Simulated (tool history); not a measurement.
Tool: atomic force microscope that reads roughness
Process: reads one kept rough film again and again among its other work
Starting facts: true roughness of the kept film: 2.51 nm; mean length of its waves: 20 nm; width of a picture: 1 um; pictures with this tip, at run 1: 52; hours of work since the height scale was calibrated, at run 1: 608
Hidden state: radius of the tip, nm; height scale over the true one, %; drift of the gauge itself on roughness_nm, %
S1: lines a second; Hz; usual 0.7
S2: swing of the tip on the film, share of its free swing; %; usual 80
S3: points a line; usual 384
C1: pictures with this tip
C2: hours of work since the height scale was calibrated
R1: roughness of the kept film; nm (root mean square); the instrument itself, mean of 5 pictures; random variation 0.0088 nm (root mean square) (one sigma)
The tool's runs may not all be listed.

run     day     S1  S2    S3   C1   C2     R1
  1       0    0.7  80   384   52  608  1.952
  2   0.767    0.7  80   384   97  623  1.953
  3   1.488    0.7  80   384  139  636  1.933
  4   2.938    0.7  80   384  224  664  1.931
      4.312  -- new tip fitted
  5   4.508  2.924  80   384   11  693  1.581
  6   5.888  2.924  80   384   93  719  1.587
  7   6.646  2.924  80   384  137  733  1.577
  8   7.721  2.924  80   384  200  753  1.573
  9   9.171  2.924  80   384  286  780   1.57
      9.421  -- new tip fitted
 10  10.562  1.216  88   384   67  806  1.742
 11  11.938  3.377  61   475  148  832  1.866
 12  13.321    0.7  68   359  230  858  2.012
     14.525  -- new tip fitted
 13  14.596    0.7  68   359    4  881  2.009
 14  16.062  3.849  75  1022   91  909  1.595
 15  17.275  1.313  57   384  162  931  2.006
 16  18.033  1.405  61   384  207  946  1.992
 17  19.217  0.518  80   384  276  968  1.967

Consider 3 possible next runs. They are alternatives, not a sequence: every one starts from the tool as it was left by run 17. What does each give?
     19.604  -- new tip fitted
  A  20.808  1.021  83  384  71  997   ?
     19.604  -- new tip fitted
  B  20.808  0.518  59  384  71  997   ?
     19.604  -- new tip fitted
  C  20.808    0.7  87  274  71  997   ?

run     R1
  A  1.845
  B  2.071
  C  1.846
The same runs, with their run-to-run variation unchanged, on a tool lacking any hidden condition would have given:
run     R1
  A  1.847
  B  2.073
  C  1.849
